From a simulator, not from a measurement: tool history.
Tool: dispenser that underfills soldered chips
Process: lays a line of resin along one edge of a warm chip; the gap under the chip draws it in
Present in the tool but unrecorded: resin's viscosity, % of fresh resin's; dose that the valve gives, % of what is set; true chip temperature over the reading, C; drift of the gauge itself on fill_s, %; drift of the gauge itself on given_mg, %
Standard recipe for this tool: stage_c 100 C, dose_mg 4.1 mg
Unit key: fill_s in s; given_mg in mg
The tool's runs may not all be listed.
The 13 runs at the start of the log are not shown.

run   hour  stage_c  dose_mg  hours of work since the syringe was changed  hours of work since the valve was cleaned  hours of work since the stage was calibrated  fill_s  given_mg
 14   45.3      100     5.02                                            7                                         33                                           189      25      4.88
 15   48.6      100     5.02                                            9                                         35                                           192    27.3      4.86
      49.8  -- new syringe of resin
 16   53.5      100     5.02                                            3                                         39                                           195    21.2      4.86
 17   56.8      100     5.02                                            5                                         41                                           197    22.9      4.85
 18     62      100      4.1                                            9                                         45                                           201    28.9      3.96
      63.3  -- new syringe of resin
 19   66.2      100      4.1                                            2                                         48                                           204      21      3.93
 20   68.9      114     3.99                                            4                                         50                                           206    14.7      3.81
 21   73.4      103     5.03                                            7                                         53                                           209    22.9      4.79
      76.7  -- new syringe of resin
 22   78.6       93     4.83                                            1                                         57                                           213    24.8      4.58
 23   82.7      114     4.83                                            4                                         59                                           216    14.7      4.57
      85.3  -- dispensing valve cleaned and set on the balance
 24     87       99      4.1                                            7                                          1                                           218    26.1       4.1
      91.3  -- new syringe of resin
 25   92.1       99     4.23                                            1                                          5                                           222    20.4      4.21
 26   96.1      107     3.77                                            3                                          8                                           225    18.6      3.74
 27  100.1       93     4.06                                            6                                         10                                           227    31.9      4.02
     104.8  -- new syringe of resin
 28  104.8      100     4.25                                            0                                         14                                           231      19      4.18
 29  109.5       95     5.02                                            3                                         17                                           234    24.7      4.93
 30    112       95     5.02                                            5                                         19                                           236      28      4.95
 31  114.6       87     5.02                                            7                                         21                                           238      39       4.9
     118.2  -- new syringe of resin
 32  118.2       94     4.17                                            0                                         23                                           240    22.8      4.07
 33  123.1      100     4.02                                            4                                         27                                           244    22.5      3.91

Expected results for the next run?
 34  125.4       98     5.17                                            5                                         28                                           245       ?         ?

fill_s: 24.6 s
given_mg: 5.04 mg
Were there no unlogged condition in the tool, this run, its random variation unchanged, would have produced fill_s 20.4 s, given_mg 5.18 mg.

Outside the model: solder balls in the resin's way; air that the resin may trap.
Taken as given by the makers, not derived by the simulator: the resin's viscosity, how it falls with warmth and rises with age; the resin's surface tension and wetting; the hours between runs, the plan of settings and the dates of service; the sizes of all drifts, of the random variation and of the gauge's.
